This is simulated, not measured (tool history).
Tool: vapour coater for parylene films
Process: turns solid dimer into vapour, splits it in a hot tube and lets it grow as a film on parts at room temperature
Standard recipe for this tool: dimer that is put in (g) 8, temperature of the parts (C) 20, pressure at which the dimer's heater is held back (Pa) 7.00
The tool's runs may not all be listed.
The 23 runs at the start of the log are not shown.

run,hour,dimer that is put in (g),temperature of the parts (C),pressure at which the dimer's heater is held back (Pa),hours of work since the trap's valve was overhauled,hours of work since the table's thermometer was calibrated,thickness of the film (µm)
24,1360.9,9,20,2.72,165,303,1.605
25,1412.2,9,14,8.26,209,347,1.670
26,1455.2,9,14,8.26,246,384,1.657
27,1536.8,3,20,2.85,316,454,0.514
# hour 1555.3: trap's valve overhauled
28,1584.8,3,20,2.85,25,491,0.546
29,1619.3,3,20,2.85,55,521,0.548
30,1691.1,3,24,4.87,117,583,0.496
31,1758.9,3,24,4.87,175,641,0.479
32,1827.5,3,24,4.87,234,700,0.476
33,1865.1,4,30,4.87,266,732,0.560
# hour 1941.7: trap's valve overhauled
34,1947.0,4,30,4.87,5,799,0.587
35,1996.4,4,30,4.87,47,841,0.579
36,2040.0,4,31,4.32,84,879,0.575
# hour 2099.4: table's thermometer calibrated
37,2111.5,11,24,6.15,145,10,1.713
38,2181.1,8,20,7.02,205,70,1.325
39,2258.0,8,13,9.52,271,136,1.468
40,2317.5,8,13,9.52,322,187,1.456

4 options for the next run, each taken on its own from the tool as it stands now. Forecast them:
# hour 2334.5: trap's valve overhauled
A,2405.5,7,28,6.92,61,259,?
# hour 2334.5: trap's valve overhauled
B,2405.5,3,21,10.47,61,259,?
# hour 2334.5: trap's valve overhauled
C,2405.5,12,16,7.00,61,259,?
# hour 2334.5: trap's valve overhauled
D,2405.5,8,13,7.00,61,259,?

run,thickness of the film (µm)
A,1.024
B,0.485
C,2.183
D,1.556
Without the tool's unlogged condition, the same runs would have read:
run,thickness of the film (µm)
A,1.029
B,0.487
C,2.194
D,1.563
